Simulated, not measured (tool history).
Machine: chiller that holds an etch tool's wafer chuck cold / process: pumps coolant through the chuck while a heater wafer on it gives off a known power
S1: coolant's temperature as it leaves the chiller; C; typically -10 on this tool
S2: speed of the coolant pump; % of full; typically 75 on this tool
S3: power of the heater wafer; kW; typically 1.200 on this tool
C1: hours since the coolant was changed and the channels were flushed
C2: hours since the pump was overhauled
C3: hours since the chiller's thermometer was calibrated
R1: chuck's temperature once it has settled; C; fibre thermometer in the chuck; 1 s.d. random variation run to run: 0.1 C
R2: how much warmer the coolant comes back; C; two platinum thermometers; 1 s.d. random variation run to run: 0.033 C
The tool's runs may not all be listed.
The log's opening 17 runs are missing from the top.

run	hour	S1	S2	S3	C1	C2	C3	R1	R2
18	1044.3	-13	90	0.957	2907	1643	931	-3.5	2.90
19	1129.4	-10	77	1.054	2992	1728	1017	1.5	3.80
20	1194.4	-5	78	0.769	3057	1793	1082	3.4	2.73
# hour 1204.6: coolant pump overhauled
21	1250.7	-18	61	0.897	3109	46	1133	-6.5	4.19
22	1316.9	-18	61	0.897	3175	112	1199	-6.7	4.11
23	1390.6	-4	96	1.388	3249	186	1273	9.4	4.02
24	1467.3	-9	75	1.594	3325	263	1349	9.1	5.98
25	1538.7	-9	75	1.594	3397	334	1421	9.0	5.98
26	1581.8	-19	81	0.868	3440	377	1464	-9.6	2.99
# hour 1629.6: coolant pump overhauled, once more
27	1662.4	-19	81	0.868	3515	33	1540	-9.6	2.90
28	1746.2	-11	73	1.103	3599	117	1623	1.6	4.07
29	1800.0	-2	63	0.696	3653	170	1677	6.6	3.04
30	1837.3	-2	63	1.731	3690	208	1714	19.8	7.57
31	1897.3	-17	62	1.584	3750	268	1774	3.2	7.01
32	1954.0	-17	62	1.584	3807	324	1831	3.3	6.97

3 ways to go on from here, each from the tool as it stands after run 32. What would each give?
A	2003.6	-14	61	1.584	3857	374	1881	?	?
B	2003.6	-18	62	1.584	3857	374	1881	?	?
C	2003.6	-10	84	1.299	3857	374	1881	?	?

run	R1	R2
A	6.5	7.10
B	2.1	7.05
C	3.6	4.19
Without the tool's unlogged condition, the same runs would have read:
run	R1	R2
A	4.6	7.08
B	0.2	7.03
C	2.3	4.18

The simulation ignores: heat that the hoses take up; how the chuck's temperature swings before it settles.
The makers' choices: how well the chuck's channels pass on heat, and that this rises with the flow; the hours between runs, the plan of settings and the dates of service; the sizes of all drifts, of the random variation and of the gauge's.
